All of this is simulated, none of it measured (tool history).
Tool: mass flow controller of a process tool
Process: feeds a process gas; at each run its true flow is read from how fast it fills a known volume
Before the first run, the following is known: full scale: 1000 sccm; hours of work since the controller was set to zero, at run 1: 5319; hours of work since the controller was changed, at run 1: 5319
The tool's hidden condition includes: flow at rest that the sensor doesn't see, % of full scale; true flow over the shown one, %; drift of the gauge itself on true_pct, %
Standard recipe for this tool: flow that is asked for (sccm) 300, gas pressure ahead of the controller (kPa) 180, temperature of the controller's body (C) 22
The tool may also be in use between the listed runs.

run    hour  flow that is asked for (sccm)  gas pressure ahead of the controller (kPa)  temperature of the controller's body (C)  hours of work since the controller was set to zero  hours of work since the controller was changed  true flow (%)
  1       0                            300                                         180                                        22                                                5319                                            5319          99.31
  2   399.6                            300                                         180                                        22                                                5609                                            5609          99.43
  3   646.3                            300                                         232                                        22                                                5788                                            5788          99.04
  4   905.3                            300                                         232                                        22                                                5977                                            5977             99
  5  1322.6                            300                                         180                                        25                                                6280                                            6280          99.51
  6  1573.7                            300                                         180                                        25                                                6462                                            6462          99.61
  7  1781.1                            162                                         205                                        39                                                6613                                            6613          100.3
     1830.5  -- controller's zero set anew
  8  2049.6                            162                                         205                                        39                                                 159                                            6807         100.37
  9  2438.3                            756                                         180                                        22                                                 442                                            7090          99.64
 10  2752.6                            255                                         231                                        22                                                 670                                            7318          98.96

Forecast each of these 3 alternatives for the next run:
  A  3059.5                            149                                         157                                        39                                                 893                                            7541              ?
  B  3059.5                            140                                         231                                        28                                                 893                                            7541              ?
  C  3059.5                            332                                         231                                        22                                                 893                                            7541              ?

run  true flow (%)
  A          100.6
  B          99.35
  C          99.03
Without the tool's unlogged condition, the same runs would have read:
run  true flow (%)
  A         100.59
  B          99.33
  C          99.02

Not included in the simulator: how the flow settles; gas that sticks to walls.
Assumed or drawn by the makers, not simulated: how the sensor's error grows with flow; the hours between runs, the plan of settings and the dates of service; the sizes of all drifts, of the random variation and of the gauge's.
